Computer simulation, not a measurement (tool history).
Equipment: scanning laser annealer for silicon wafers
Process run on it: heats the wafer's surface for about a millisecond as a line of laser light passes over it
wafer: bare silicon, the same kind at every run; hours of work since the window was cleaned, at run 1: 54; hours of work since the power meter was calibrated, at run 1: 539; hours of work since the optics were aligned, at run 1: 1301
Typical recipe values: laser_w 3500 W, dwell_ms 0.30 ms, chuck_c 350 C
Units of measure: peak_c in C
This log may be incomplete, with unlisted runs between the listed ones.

| run | hour | laser_w | dwell_ms | chuck_c | hours of work since the window was cleaned | hours of work since the power meter was calibrated | hours of work since the optics were aligned | peak_c |
|---|---|---|---|---|---|---|---|---|
| 1 | 0.0 | 3500 | 0.30 | 350 | 54 | 539 | 1301 | 1165 |
| 2 | 49.6 | 3500 | 0.30 | 350 | 78 | 563 | 1326 | 1166 |
| 3 | 90.4 | 3500 | 0.30 | 350 | 98 | 583 | 1346 | 1169 |
| 4 | 123.8 | 3500 | 0.30 | 350 | 115 | 600 | 1363 | 1165 |
| 5 | 153.3 | 3500 | 0.30 | 350 | 130 | 615 | 1377 | 1164 |
| 6 | 219.9 | 3500 | 0.30 | 350 | 163 | 647 | 1410 | 1168 |
| 7 | 265.3 | 3500 | 0.30 | 350 | 185 | 670 | 1433 | 1168 |
| 8 | 301.9 | 3500 | 0.30 | 350 | 203 | 688 | 1451 | 1167 |

Forecast run 9:
| 9 | 356.6 | 3390 | 0.25 | 363 | 230 | 715 | 1478 | ? |

{"run 9": {"peak_c": 1093}}
Were there no unlogged condition in the tool, this run, its random variation unchanged, would have produced peak_c 1093 C.

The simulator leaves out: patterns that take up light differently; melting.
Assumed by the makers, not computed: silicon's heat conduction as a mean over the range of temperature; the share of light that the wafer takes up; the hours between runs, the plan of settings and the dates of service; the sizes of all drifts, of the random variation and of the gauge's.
